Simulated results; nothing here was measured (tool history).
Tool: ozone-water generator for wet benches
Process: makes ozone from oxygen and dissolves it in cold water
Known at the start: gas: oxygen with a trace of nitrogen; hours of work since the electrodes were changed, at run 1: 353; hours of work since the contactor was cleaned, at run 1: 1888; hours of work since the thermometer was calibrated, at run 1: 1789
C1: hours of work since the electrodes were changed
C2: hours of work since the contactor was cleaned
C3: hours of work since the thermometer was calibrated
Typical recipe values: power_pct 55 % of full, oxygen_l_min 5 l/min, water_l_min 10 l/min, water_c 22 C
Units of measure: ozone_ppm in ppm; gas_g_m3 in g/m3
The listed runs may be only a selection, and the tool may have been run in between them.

{"run": 1, "hour": 0.0, "power_pct": 55, "oxygen_l_min": 5, "water_l_min": 10, "water_c": 22, "C1": 353, "C2": 1888, "C3": 1789, "ozone_ppm": 27.1, "gas_g_m3": 204.1}
{"run": 2, "hour": 17.6, "power_pct": 55, "oxygen_l_min": 5, "water_l_min": 10, "water_c": 22, "C1": 371, "C2": 1905, "C3": 1806, "ozone_ppm": 27.1, "gas_g_m3": 202.7}
{"run": 3, "hour": 51.0, "power_pct": 55, "oxygen_l_min": 5, "water_l_min": 10, "water_c": 22, "C1": 403, "C2": 1938, "C3": 1839, "ozone_ppm": 27.1, "gas_g_m3": 203.6}
{"run": 4, "hour": 66.1, "power_pct": 55, "oxygen_l_min": 5, "water_l_min": 10, "water_c": 22, "C1": 418, "C2": 1953, "C3": 1854, "ozone_ppm": 26.9, "gas_g_m3": 204}
{"run": 5, "hour": 101.0, "power_pct": 55, "oxygen_l_min": 5, "water_l_min": 10, "water_c": 22, "C1": 453, "C2": 1987, "C3": 1889, "ozone_ppm": 27.1, "gas_g_m3": 204.8}
{"run": 6, "hour": 123.8, "power_pct": 55, "oxygen_l_min": 5, "water_l_min": 10, "water_c": 22, "C1": 475, "C2": 2010, "C3": 1911, "ozone_ppm": 27.1, "gas_g_m3": 202.9}
{"run": 7, "hour": 147.7, "power_pct": 55, "oxygen_l_min": 3.33, "water_l_min": 10, "water_c": 22, "C1": 499, "C2": 2033, "C3": 1934, "ozone_ppm": 26.2, "gas_g_m3": 230.7}
{"run": 8, "hour": 174.7, "power_pct": 55, "oxygen_l_min": 3.33, "water_l_min": 10, "water_c": 22, "C1": 525, "C2": 2060, "C3": 1961, "ozone_ppm": 26.1, "gas_g_m3": 230.6}
{"run": 9, "hour": 202.3, "power_pct": 55, "oxygen_l_min": 3.95, "water_l_min": 10, "water_c": 22, "C1": 552, "C2": 2087, "C3": 1988, "ozone_ppm": 26.5, "gas_g_m3": 218.4}
{"run": 10, "hour": 232.5, "power_pct": 55, "oxygen_l_min": 5, "water_l_min": 10, "water_c": 14, "C1": 582, "C2": 2117, "C3": 2018, "ozone_ppm": 31.9, "gas_g_m3": 200.1}
{"run": 11, "hour": 255.1, "power_pct": 55, "oxygen_l_min": 3.67, "water_l_min": 8, "water_c": 22, "C1": 604, "C2": 2139, "C3": 2040, "ozone_ppm": 30.6, "gas_g_m3": 224.1}
{"run": 12, "hour": 283.5, "power_pct": 47, "oxygen_l_min": 3.25, "water_l_min": 8, "water_c": 26, "C1": 632, "C2": 2167, "C3": 2068, "ozone_ppm": 24.3, "gas_g_m3": 200.4}
{"run": 13, "hour": 301.0, "power_pct": 42, "oxygen_l_min": 4.46, "water_l_min": 10, "water_c": 24, "C1": 650, "C2": 2184, "C3": 2085, "ozone_ppm": 20, "gas_g_m3": 164.5}
{"run": 14, "hour": 315.9, "power_pct": 81, "oxygen_l_min": 4.46, "water_l_min": 14, "water_c": 24, "C1": 664, "C2": 2199, "C3": 2100, "ozone_ppm": 29.2, "gas_g_m3": 301.8}
{"run": 15, "hour": 348.4, "power_pct": 64, "oxygen_l_min": 2.8, "water_l_min": 7, "water_c": 22, "C1": 696, "C2": 2231, "C3": 2132, "ozone_ppm": 37.4, "gas_g_m3": 276.6}
{"run": 16, "hour": 363.5, "power_pct": 55, "oxygen_l_min": 8.56, "water_l_min": 11, "water_c": 17, "C1": 711, "C2": 2246, "C3": 2147, "ozone_ppm": 28.5, "gas_g_m3": 173.1}
{"run": 17, "hour": 399.4, "power_pct": 55, "oxygen_l_min": 5.6, "water_l_min": 11, "water_c": 14, "C1": 747, "C2": 2281, "C3": 2182, "ozone_ppm": 29.3, "gas_g_m3": 194.6}
{"run": 18, "hour": 428.9, "power_pct": 79, "oxygen_l_min": 8.49, "water_l_min": 14, "water_c": 21, "C1": 776, "C2": 2310, "C3": 2211, "ozone_ppm": 30.9, "gas_g_m3": 241.7}
{"run": 19, "hour": 445.1, "power_pct": 79, "oxygen_l_min": 4.06, "water_l_min": 12, "water_c": 17, "C1": 792, "C2": 2326, "C3": 2227, "ozone_ppm": 35, "gas_g_m3": 303.5}

Below, each run's measurement less what the same run would have read without the hidden state. Both values contain the same run-to-run variation, but the gauge's scatter may not be the same in both:
Unlogged tool condition in this case: yield of the discharge, % of new electrodes'; contactor's efficiency, % of a clean one's; true water temperature over the reading, C; drift of the gauge itself on ozone_ppm, %; drift of the gauge itself on gas_g_m3, %.
run=1 ozone_ppm=-1.2 gas_g_m3=-1.7
run=2 ozone_ppm=-1.2 gas_g_m3=-1.8
run=3 ozone_ppm=-1.2 gas_g_m3=-1.8
run=4 ozone_ppm=-1.3 gas_g_m3=-1.9
run=5 ozone_ppm=-1.3 gas_g_m3=-2.1
run=6 ozone_ppm=-1.3 gas_g_m3=-2.1
run=7 ozone_ppm=-1.2 gas_g_m3=-2.5
run=8 ozone_ppm=-1.3 gas_g_m3=-2.6
run=9 ozone_ppm=-1.4 gas_g_m3=-2.6
run=10 ozone_ppm=-1.7 gas_g_m3=-2.5
run=11 ozone_ppm=-1.4 gas_g_m3=-2.9
run=12 ozone_ppm=-1.1 gas_g_m3=-2.1
run=13 ozone_ppm=-1 gas_g_m3=-1.5
run=14 ozone_ppm=-2 gas_g_m3=-6.2
run=15 ozone_ppm=-1.9 gas_g_m3=-4.8
run=16 ozone_ppm=-1.7 gas_g_m3=-2.6
run=17 ozone_ppm=-1.8 gas_g_m3=-3
run=18 ozone_ppm=-2.3 gas_g_m3=-5.6
run=19 ozone_ppm=-2.5 gas_g_m3=-7
